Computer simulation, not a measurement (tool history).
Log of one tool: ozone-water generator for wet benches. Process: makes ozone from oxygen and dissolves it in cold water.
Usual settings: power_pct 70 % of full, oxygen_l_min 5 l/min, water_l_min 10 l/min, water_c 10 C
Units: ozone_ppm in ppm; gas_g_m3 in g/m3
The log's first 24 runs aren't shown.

run	day	power_pct	oxygen_l_min	water_l_min	water_c	ozone_ppm	gas_g_m3
25	58.204	94	3.52	9	7	41.2	226.9
26	61.15	94	3.52	9	7	41	225.9
27	64.333	94	3.52	9	7	41.1	227.3
28	66.938	72	2.73	7	10	38.2	211.1
29	69.362	70	3.27	10	18	25.6	185.7
30	71.7	55	3.27	14	18	16.3	153.3
31	73.6	46	2.77	8	9	25.5	148.2
# day 75.8: water thermometer calibrated
32	76.375	70	5	10	16	25.5	147.8

Forecast each of these 3 alternatives for the next run:
# day 76.575: gauge calibrated
A	78.762	67	5	13	10	?	?
# day 76.575: gauge calibrated
B	78.762	58	5	10	16	?	?
# day 76.575: gauge calibrated
C	78.762	70	5	8	16	?	?

run	ozone_ppm	gas_g_m3
A	22.3	146.7
B	21.9	131.1
C	28.6	151.3
Without the tool's hidden state the same runs would have given:
run	ozone_ppm	gas_g_m3
A	22.3	146.9
B	21.9	131.3
C	28.6	151.6
